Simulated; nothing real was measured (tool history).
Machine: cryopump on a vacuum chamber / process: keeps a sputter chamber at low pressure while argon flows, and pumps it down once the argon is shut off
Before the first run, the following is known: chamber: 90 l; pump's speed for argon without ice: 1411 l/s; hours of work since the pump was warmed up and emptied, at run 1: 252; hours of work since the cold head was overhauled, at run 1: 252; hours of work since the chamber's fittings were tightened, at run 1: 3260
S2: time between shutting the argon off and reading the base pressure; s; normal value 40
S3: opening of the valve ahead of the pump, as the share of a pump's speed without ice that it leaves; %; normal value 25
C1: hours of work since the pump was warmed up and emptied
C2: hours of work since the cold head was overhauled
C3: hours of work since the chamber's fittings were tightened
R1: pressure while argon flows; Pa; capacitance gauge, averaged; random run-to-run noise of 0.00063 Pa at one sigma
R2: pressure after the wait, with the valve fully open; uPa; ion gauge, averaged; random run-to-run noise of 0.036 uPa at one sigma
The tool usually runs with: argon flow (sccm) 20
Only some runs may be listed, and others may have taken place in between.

run 1 hour=0 | argon_flow_(sccm)=20 S2=40 S3=25 | C1=252 C2=252 C3=3260 | R1=0.0982 R2=3.13
run 2 hour=9.8 | argon_flow_(sccm)=20 S2=40 S3=25 | C1=258 C2=258 C3=3266 | R1=0.0993 R2=3.14
run 3 hour=21.4 | argon_flow_(sccm)=20 S2=40 S3=25 | C1=265 C2=265 C3=3273 | R1=0.0994 R2=3.11
run 4 hour=37.6 | argon_flow_(sccm)=20 S2=287 S3=25 | C1=275 C2=275 C3=3283 | R1=0.0988 R2=1.61
run 5 hour=57.2 | argon_flow_(sccm)=20 S2=40 S3=25 | C1=286 C2=286 C3=3295 | R1=0.0993 R2=3.17
run 6 hour=74.2 | argon_flow_(sccm)=20 S2=279 S3=25 | C1=297 C2=297 C3=3305 | R1=0.0989 R2=1.64
run 7 hour=89 | argon_flow_(sccm)=20 S2=279 S3=25 | C1=306 C2=306 C3=3314 | R1=0.0999 R2=1.59
run 8 hour=108.3 | argon_flow_(sccm)=20 S2=40 S3=25 | C1=318 C2=318 C3=3326 | R1=0.0996 R2=3.11
run 9 hour=121.5 | argon_flow_(sccm)=20 S2=98 S3=25 | C1=326 C2=326 C3=3334 | R1=0.1006 R2=2.05
run 10 hour=135.4 | argon_flow_(sccm)=20 S2=88 S3=25 | C1=334 C2=334 C3=3342 | R1=0.099 R2=2.24
run 11 hour=148.5 | argon_flow_(sccm)=20 S2=40 S3=25 | C1=342 C2=342 C3=3350 | R1=0.099 R2=3.09
run 12 hour=167 | argon_flow_(sccm)=20 S2=40 S3=25 | C1=353 C2=353 C3=3362 | R1=0.1005 R2=3.16
run 13 hour=182 | argon_flow_(sccm)=20 S2=32 S3=25 | C1=362 C2=362 C3=3371 | R1=0.1 R2=3.59
run 14 hour=200.8 | argon_flow_(sccm)=26 S2=102 S3=25 | C1=374 C2=374 C3=3382 | R1=0.1302 R2=2.12
run 15 hour=216.2 | argon_flow_(sccm)=39 S2=46 S3=17 | C1=383 C2=383 C3=3391 | R1=0.284 R2=2.97
run 16 hour=227.8 | argon_flow_(sccm)=20 S2=52 S3=20 | C1=390 C2=390 C3=3399 | R1=0.1241 R2=2.83
run 17 hour=244.7 | argon_flow_(sccm)=18 S2=40 S3=20 | C1=400 C2=400 C3=3409 | R1=0.1117 R2=3.19
run 18 hour=259.7 | argon_flow_(sccm)=22 S2=54 S3=56 | C1=410 C2=410 C3=3418 | R1=0.0535 R2=2.78
run 19 hour=271.7 | argon_flow_(sccm)=8 S2=97 S3=56 | C1=417 C2=417 C3=3425 | R1=0.0192 R2=2.19
run 20 hour=281.5 | argon_flow_(sccm)=8 S2=99 S3=54 | C1=423 C2=423 C3=3431 | R1=0.0193 R2=2.21
run 21 hour=300.9 | argon_flow_(sccm)=24 S2=99 S3=54 | C1=435 C2=435 C3=3443 | R1=0.0601 R2=2.2
run 22 hour=317.4 | argon_flow_(sccm)=24 S2=99 S3=54 | C1=445 C2=445 C3=3453 | R1=0.0599 R2=2.3
run 23 hour=336.6 | argon_flow_(sccm)=16 S2=40 S3=16 | C1=456 C2=456 C3=3465 | R1=0.1246 R2=3.26
run 24 hour=355.5 | argon_flow_(sccm)=16 S2=211 S3=16 | C1=468 C2=468 C3=3476 | R1=0.1253 R2=1.84

Below are 4 alternative next runs, each starting from the tool's condition after run 24. Predict each:
run A hour=367 | argon_flow_(sccm)=20 S2=281 S3=59 | C1=475 C2=475 C3=3483 | R1=? R2=?
run B hour=367 | argon_flow_(sccm)=16 S2=40 S3=25 | C1=475 C2=475 C3=3483 | R1=? R2=?
run C hour=367 | argon_flow_(sccm)=16 S2=169 S3=17 | C1=475 C2=475 C3=3483 | R1=? R2=?
run D hour=367 | argon_flow_(sccm)=12 S2=211 S3=27 | C1=475 C2=475 C3=3483 | R1=? R2=?

run=A R1=0.0458 R2=1.81
run=B R1=0.0814 R2=3.23
run=C R1=0.1176 R2=1.92
run=D R1=0.056 R2=1.81
Without the tool's hidden state the same runs would have given:
run=A R1=0.0398 R2=0.46
run=B R1=0.0766 R2=1.92
run=C R1=0.1128 R2=0.61
run=D R1=0.0524 R2=0.49

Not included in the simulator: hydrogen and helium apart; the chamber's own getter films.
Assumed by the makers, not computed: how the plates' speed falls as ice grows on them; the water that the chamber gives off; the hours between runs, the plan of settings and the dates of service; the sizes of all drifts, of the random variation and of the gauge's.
